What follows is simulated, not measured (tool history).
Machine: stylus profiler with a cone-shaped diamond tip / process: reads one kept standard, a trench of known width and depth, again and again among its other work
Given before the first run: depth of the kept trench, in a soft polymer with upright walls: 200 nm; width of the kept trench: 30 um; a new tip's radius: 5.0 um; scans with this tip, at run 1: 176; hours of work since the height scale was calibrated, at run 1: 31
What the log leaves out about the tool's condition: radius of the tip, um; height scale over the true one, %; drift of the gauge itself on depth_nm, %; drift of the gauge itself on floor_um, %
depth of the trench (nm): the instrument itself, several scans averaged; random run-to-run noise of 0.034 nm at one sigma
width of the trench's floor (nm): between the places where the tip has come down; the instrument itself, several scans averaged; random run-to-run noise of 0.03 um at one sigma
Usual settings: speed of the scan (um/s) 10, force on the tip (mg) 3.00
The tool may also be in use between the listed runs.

run   hour  speed of the scan (um/s)  force on the tip (mg)  scans with this tip  hours of work since the height scale was calibrated  depth of the trench (nm)  width of the trench's floor (nm)
  1    0.0                        10                   3.00                  176                                                   31                    201.54                             27130
  2    9.5                        10                   3.00                  209                                                   37                    201.59                             27110
  3   21.3                        10                   3.00                  250                                                   44                    201.53                             27040
  4   29.2                        10                   3.00                  278                                                   49                    201.51                             27090
  5   39.7                        10                   3.00                  314                                                   56                    201.55                             27070
  6   48.5                        10                   3.00                  345                                                   61                    201.56                             27100
  7   58.9                        10                   5.45                  381                                                   68                    202.32                             27100
  8   69.2                        10                   1.08                  417                                                   74                    200.85                             27050
  9   80.7                        10                   1.08                  457                                                   81                    200.78                             27110
 10   92.1                        10                   1.08                  497                                                   88                    200.81                             27030
 11  101.7                        10                   1.08                  531                                                   94                    200.80                             27010
 12  114.4                        10                   3.00                  575                                                  102                    201.55                             26980
 13  122.9                         6                   1.07                  605                                                  107                    200.78                             27030
 14  136.6                         6                   4.51                  652                                                  116                    202.10                             27050
 15  150.6                        13                   3.80                  701                                                  124                    201.88                             27040
 16  160.1                        13                   3.80                  734                                                  130                    201.81                             27030
 17  173.0                        13                   3.80                  779                                                  138                    201.84                             26950
 18  187.8                        13                   3.80                  831                                                  147                    201.87                             26980
 19  200.5                        13                   4.73                  875                                                  155                    202.16                             26950
 20  210.1                        13                   4.73                  909                                                  161                    202.10                             26980
 21  220.2                         9                   2.30                  944                                                  167                    201.34                             26930
 22  232.7                        25                   3.34                  988                                                  175                    201.76                             26880
 23  244.1                         6                   3.00                 1027                                                  182                    201.62                             26940

Forecast each of these 4 alternatives for the next run:
  A  251.2                         6                   5.17                 1052                                                  186                         ?                                 ?
  B  251.2                        15                   2.50                 1052                                                  186                         ?                                 ?
  C  251.2                         3                   1.18                 1052                                                  186                         ?                                 ?
  D  251.2                         3                   2.96                 1052                                                  186                         ?                                 ?

run  depth of the trench (nm)  width of the trench's floor (nm)
  A                    202.22                             26990
  B                    201.44                             26980
  C                    200.90                             26930
  D                    201.59                             26970
With no hidden state in the tool, these same runs would have given:
run  depth of the trench (nm)  width of the trench's floor (nm)
  A                    202.18                             27200
  B                    201.40                             27190
  C                    200.85                             27140
  D                    201.55                             27180
